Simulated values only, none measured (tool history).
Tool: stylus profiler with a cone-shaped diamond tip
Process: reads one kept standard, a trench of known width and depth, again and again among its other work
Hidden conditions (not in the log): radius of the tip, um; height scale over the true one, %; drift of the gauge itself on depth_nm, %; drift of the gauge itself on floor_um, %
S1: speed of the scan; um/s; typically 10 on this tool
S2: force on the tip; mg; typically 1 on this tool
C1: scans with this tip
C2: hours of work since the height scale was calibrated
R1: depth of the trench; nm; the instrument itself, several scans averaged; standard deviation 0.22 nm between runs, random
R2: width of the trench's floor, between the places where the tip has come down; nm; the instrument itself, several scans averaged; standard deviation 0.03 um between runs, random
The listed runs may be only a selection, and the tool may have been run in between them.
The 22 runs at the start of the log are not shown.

run   hour  S1    S2    C1   C2       R1     R2
 23  396.8   6     1  4181  685  1006.14  95890
 24  421.6   6     1  4266  698  1006.48  95890
 25  442.9   6  1.18  4338  710  1007.07  95970
 26  464.6  10  1.11  4412  722  1006.42  95910
 27  484.1   4  0.44  4478  733  1003.84  95920
 28  508.8   4  0.44  4562  747  1003.71  95940
 29  522.8   5  2.99  4610  755  1012.37  95950
 30  539.8   6   1.7  4668  764  1009.09  96020
 31  562.9  10  1.56  4747  777  1008.44  95940
 32  576.4  10  1.56  4793  785  1008.53  95900
 33  598.3  10  1.56  4867  797  1008.21  95960
 34  613.2  10  1.56  4918  805   1008.3  95920
 35  633.5   9  0.43  4988  817  1003.51  95830
 36  652.4   9  0.43  5052  827  1003.16  95880
 37  673.9   5   0.5  5125  839  1003.98  95940
 38  691.1   5   0.5  5184  849  1003.88  95940

What does the tool deliver on the next run?
 39  708.2   5  0.5  5242  858   ?   ?

For run 39 the tool returned R1 1004.01 nm, R2 95940 nm.
Minus the tool's unlogged condition, the same run would have read R1 1003.99 nm, R2 95950 nm.
